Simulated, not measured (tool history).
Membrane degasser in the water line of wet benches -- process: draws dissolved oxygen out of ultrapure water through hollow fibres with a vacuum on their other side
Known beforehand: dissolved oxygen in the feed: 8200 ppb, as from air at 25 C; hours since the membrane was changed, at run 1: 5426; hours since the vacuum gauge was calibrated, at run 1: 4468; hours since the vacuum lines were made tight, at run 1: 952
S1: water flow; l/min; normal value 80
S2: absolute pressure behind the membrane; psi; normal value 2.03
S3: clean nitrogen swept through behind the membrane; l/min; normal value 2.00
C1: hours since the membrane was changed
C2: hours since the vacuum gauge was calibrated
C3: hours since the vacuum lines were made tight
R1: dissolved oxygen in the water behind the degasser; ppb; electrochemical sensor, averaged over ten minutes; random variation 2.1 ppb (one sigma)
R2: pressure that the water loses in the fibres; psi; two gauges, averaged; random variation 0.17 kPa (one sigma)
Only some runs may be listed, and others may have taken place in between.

{"run": 1, "day": 0.0, "S1": 80, "S2": 2.03, "S3": 2.0, "C1": 5426, "C2": 4468, "C3": 952, "R1": 803.3, "R2": 3.814}
{"run": 2, "day": 6.512, "S1": 80, "S2": 2.03, "S3": 2.0, "C1": 5583, "C2": 4624, "C3": 1108, "R1": 801.7, "R2": 3.804}
{"run": 3, "day": 10.996, "S1": 80, "S2": 2.03, "S3": 2.0, "C1": 5690, "C2": 4732, "C3": 1216, "R1": 802.6, "R2": 3.754}
{"run": 4, "day": 15.929, "S1": 80, "S2": 2.03, "S3": 2.0, "C1": 5809, "C2": 4850, "C3": 1334, "R1": 799.7, "R2": 3.8}
{"run": 5, "day": 23.358, "S1": 80, "S2": 2.03, "S3": 2.0, "C1": 5987, "C2": 5029, "C3": 1512, "R1": 802.6, "R2": 3.784}
{"run": 6, "day": 29.492, "S1": 80, "S2": 2.03, "S3": 2.0, "C1": 6134, "C2": 5176, "C3": 1659, "R1": 804.4, "R2": 3.812}
{"run": 7, "day": 32.958, "S1": 80, "S2": 2.03, "S3": 2.0, "C1": 6217, "C2": 5259, "C3": 1743, "R1": 805.4, "R2": 3.819}
{"run": 8, "day": 36.954, "S1": 80, "S2": 2.03, "S3": 2.0, "C1": 6313, "C2": 5355, "C3": 1838, "R1": 806.1, "R2": 3.785}
{"run": 9, "day": 42.425, "S1": 80, "S2": 2.03, "S3": 5.79, "C1": 6445, "C2": 5486, "C3": 1970, "R1": 339.2, "R2": 3.788}
{"run": 10, "day": 50.712, "S1": 69, "S2": 2.03, "S3": 2.0, "C1": 6643, "C2": 5685, "C3": 2169, "R1": 719.0, "R2": 3.266}
{"run": 11, "day": 57.388, "S1": 69, "S2": 2.03, "S3": 2.0, "C1": 6804, "C2": 5845, "C3": 2329, "R1": 720.7, "R2": 3.269}
{"run": 12, "day": 62.608, "S1": 69, "S2": 4.25, "S3": 2.0, "C1": 6929, "C2": 5971, "C3": 2454, "R1": 1563.4, "R2": 3.31}
{"run": 13, "day": 67.796, "S1": 69, "S2": 4.25, "S3": 2.0, "C1": 7053, "C2": 6095, "C3": 2579, "R1": 1570.0, "R2": 3.317}
{"run": 14, "day": 75.488, "S1": 80, "S2": 2.03, "S3": 5.79, "C1": 7238, "C2": 6280, "C3": 2763, "R1": 339.3, "R2": 3.888}
{"day": 82.983, "done": "vacuum gauge calibrated"}
{"run": 15, "day": 82.983, "S1": 80, "S2": 2.03, "S3": 5.79, "C1": 7417, "C2": 0, "C3": 2943, "R1": 339.0, "R2": 3.822}
{"run": 16, "day": 87.683, "S1": 110, "S2": 2.03, "S3": 2.0, "C1": 7530, "C2": 113, "C3": 3055, "R1": 1016.2, "R2": 5.221}
{"run": 17, "day": 92.15, "S1": 49, "S2": 1.65, "S3": 0.82, "C1": 7638, "C2": 220, "C3": 3163, "R1": 831.6, "R2": 2.358}
{"run": 18, "day": 100.254, "S1": 49, "S2": 1.65, "S3": 0.82, "C1": 7832, "C2": 414, "C3": 3357, "R1": 834.3, "R2": 2.38}
{"run": 19, "day": 108.462, "S1": 108, "S2": 2.78, "S3": 0.82, "C1": 8029, "C2": 612, "C3": 3554, "R1": 2381.9, "R2": 5.171}
{"run": 20, "day": 116.125, "S1": 108, "S2": 2.78, "S3": 0.82, "C1": 8213, "C2": 795, "C3": 3738, "R1": 2411.3, "R2": 5.188}
{"run": 21, "day": 123.171, "S1": 51, "S2": 2.78, "S3": 3.03, "C1": 8382, "C2": 965, "C3": 3907, "R1": 581.0, "R2": 2.448}
{"run": 22, "day": 129.262, "S1": 51, "S2": 2.78, "S3": 3.03, "C1": 8528, "C2": 1111, "C3": 4053, "R1": 582.8, "R2": 2.422}
{"run": 23, "day": 132.867, "S1": 119, "S2": 4.47, "S3": 3.74, "C1": 8615, "C2": 1197, "C3": 4140, "R1": 1567.9, "R2": 5.714}
{"run": 24, "day": 139.333, "S1": 80, "S2": 1.62, "S3": 2.0, "C1": 8770, "C2": 1352, "C3": 4295, "R1": 614.1, "R2": 3.812}
{"run": 25, "day": 147.862, "S1": 80, "S2": 2.03, "S3": 1.47, "C1": 8975, "C2": 1557, "C3": 4500, "R1": 1014.8, "R2": 3.793}
{"run": 26, "day": 153.133, "S1": 79, "S2": 2.03, "S3": 2.59, "C1": 9101, "C2": 1684, "C3": 4626, "R1": 660.2, "R2": 3.741}
{"run": 27, "day": 161.625, "S1": 79, "S2": 2.03, "S3": 2.59, "C1": 9305, "C2": 1887, "C3": 4830, "R1": 663.9, "R2": 3.762}
{"run": 28, "day": 169.729, "S1": 79, "S2": 2.03, "S3": 2.59, "C1": 9499, "C2": 2082, "C3": 5025, "R1": 664.1, "R2": 3.77}
{"run": 29, "day": 178.188, "S1": 59, "S2": 1.6, "S3": 2.0, "C1": 9702, "C2": 2285, "C3": 5228, "R1": 473.5, "R2": 2.775}

What if the next run were any one of these 4? Each begins from the tool's condition after run 29:
{"run": "A", "day": 185.725, "S1": 80, "S2": 2.73, "S3": 2.0, "C1": 9883, "C2": 2466, "C3": 5409, "R1": "?", "R2": "?"}
{"run": "B", "day": 185.725, "S1": 97, "S2": 2.94, "S3": 3.38, "C1": 9883, "C2": 2466, "C3": 5409, "R1": "?", "R2": "?"}
{"run": "C", "day": 185.725, "S1": 80, "S2": 2.03, "S3": 5.18, "C1": 9883, "C2": 2466, "C3": 5409, "R1": "?", "R2": "?"}
{"run": "D", "day": 185.725, "S1": 53, "S2": 1.91, "S3": 5.29, "C1": 9883, "C2": 2466, "C3": 5409, "R1": "?", "R2": "?"}

run=A R1=1133.7 R2=3.842
run=B R1=960.9 R2=4.631
run=C R1=377.2 R2=3.851
run=D R1=236.3 R2=2.534
What these runs would have given with no unlogged condition in the tool:
run=A R1=1114.6 R2=3.830
run=B R1=944.6 R2=4.618
run=C R1=370.6 R2=3.841
run=D R1=232.2 R2=2.527
